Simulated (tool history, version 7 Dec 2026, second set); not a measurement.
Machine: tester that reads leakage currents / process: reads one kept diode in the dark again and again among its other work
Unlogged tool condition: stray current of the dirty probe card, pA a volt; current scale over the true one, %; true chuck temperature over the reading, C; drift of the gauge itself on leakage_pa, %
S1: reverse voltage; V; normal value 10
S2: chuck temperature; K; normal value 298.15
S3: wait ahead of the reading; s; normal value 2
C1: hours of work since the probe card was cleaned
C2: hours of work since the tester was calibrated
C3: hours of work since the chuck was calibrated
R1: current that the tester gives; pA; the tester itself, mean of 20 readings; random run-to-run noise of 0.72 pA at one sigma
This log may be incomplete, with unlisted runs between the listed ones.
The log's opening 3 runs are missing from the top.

run 4 day=3.329 | S1=10 S2=298.15 S3=1.07 | C1=199 C2=285 C3=377 | R1=228.19
run 5 day=5.075 | S1=10 S2=298.15 S3=0.79 | C1=221 C2=308 C3=400 | R1=230.2
run 6 day=6.325 | S1=10 S2=316.15 S3=0.79 | C1=237 C2=324 C3=416 | R1=921.34
run 7 day=7.217 | S1=10 S2=316.15 S3=0.79 | C1=248 C2=335 C3=427 | R1=922.58
run 8 day=8.117 | S1=5.5 S2=298.15 S3=2 | C1=260 C2=347 C3=439 | R1=167.11
run 9 day=9.496 | S1=5.5 S2=302.15 S3=2 | C1=278 C2=364 C3=456 | R1=230.02
run 10 day=11.246 | S1=10 S2=298.15 S3=0.92 | C1=300 C2=387 C3=479 | R1=228.64
run 11 day=12.817 | S1=10 S2=298.15 S3=0.92 | C1=320 C2=407 C3=499 | R1=227.03
run 12 day=14.038 | S1=10 S2=298.15 S3=0.92 | C1=336 C2=423 C3=515 | R1=226.49
run 13 day=15.292 | S1=10 S2=298.15 S3=2 | C1=352 C2=439 C3=531 | R1=224.7
run 14 day=16.362 | S1=10 S2=298.15 S3=2 | C1=366 C2=452 C3=544 | R1=225.67
run 15 day=17.608 | S1=10 S2=298.15 S3=2 | C1=382 C2=468 C3=560 | R1=224.94
run 16 day=19.05 | S1=10 S2=298.15 S3=2 | C1=400 C2=487 C3=579 | R1=224.1
run 17 day=20.104 | S1=10 S2=298.15 S3=2 | C1=413 C2=500 C3=592 | R1=224.35
run 18 day=21.262 | S1=10 S2=298.15 S3=2 | C1=428 C2=515 C3=607 | R1=222.84
run 19 day=22.354 | S1=10 S2=294.15 S3=2 | C1=442 C2=529 C3=621 | R1=162.02
run 20 day=23.088 | S1=10 S2=294.15 S3=2 | C1=452 C2=538 C3=630 | R1=162.33
-- day=23.658 chuck's temperature calibrated
run 21 day=24.946 | S1=10 S2=294.15 S3=2 | C1=474 C2=561 C3=16 | R1=179.58
run 22 day=25.758 | S1=10 S2=294.15 S3=6.11 | C1=485 C2=572 C3=27 | R1=178.74
run 23 day=27.354 | S1=7.8 S2=322.15 S3=7.62 | C1=505 C2=592 C3=47 | R1=1336.46
run 24 day=28.833 | S1=7.8 S2=322.15 S3=7.62 | C1=524 C2=611 C3=66 | R1=1320.98

The next listed run, before its measurement:
run 25 day=29.875 | S1=10 S2=307.15 S3=0.5 | C1=538 C2=624 C3=80 | R1=?

Run 25 measured R1 498.13 pA.
On a tool with no hidden condition, and with the same random variation, this run would have come out at R1 492.49 pA.
